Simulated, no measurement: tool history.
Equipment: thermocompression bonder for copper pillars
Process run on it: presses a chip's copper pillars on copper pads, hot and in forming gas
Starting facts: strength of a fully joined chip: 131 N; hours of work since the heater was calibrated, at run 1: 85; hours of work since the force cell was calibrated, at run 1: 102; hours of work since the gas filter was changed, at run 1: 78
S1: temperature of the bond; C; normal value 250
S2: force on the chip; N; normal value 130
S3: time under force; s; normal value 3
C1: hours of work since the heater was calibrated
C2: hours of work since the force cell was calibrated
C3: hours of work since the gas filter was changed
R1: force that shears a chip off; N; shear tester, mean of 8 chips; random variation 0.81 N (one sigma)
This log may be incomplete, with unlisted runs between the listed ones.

run  hour   S1   S2  S3   C1   C2   C3    R1
  1   0.0  250  130   3   85  102   78  63.4
  2   7.1  250  130   3   89  106   82  60.7
  3  14.3  266  130   3   93  111   87  78.3
  4  23.4  257  130   3   99  116   93  71.5
  5  32.1  250  130   3  104  122   98  62.3
  6  39.9  250  130   3  109  126  103  60.3
  7  44.3  250  130   3  112  129  105  61.9
  8  51.4  250  130   3  116  134  110  61.2
  9  56.3  250  130   7  119  137  113  81.1
 10  61.9  229  130   7  123  140  116  57.1
 11  67.2  238  130   7  126  143  119  66.2
 12  71.5  238  130   7  129  146  122  68.5
 13  80.8  242  131   3  134  152  128  52.7
 14  86.0  242  131   3  137  155  131  53.0

4 ways to go on from here, each from the tool as it stands after run 14. What would each give?
  A  90.3  242  131   3  140  157  134   ?
  B  90.3  242  181   2  140  157  134   ?
  C  90.3  242   95   3  140  157  134   ?
  D  90.3  250  130   2  140  157  134   ?

run    R1
  A  53.4
  B  56.4
  C  41.8
  D  52.5
With the hidden condition removed and each run's random variation left untouched, the same runs would have given:
run    R1
  A  56.3
  B  59.5
  C  44.2
  D  55.3
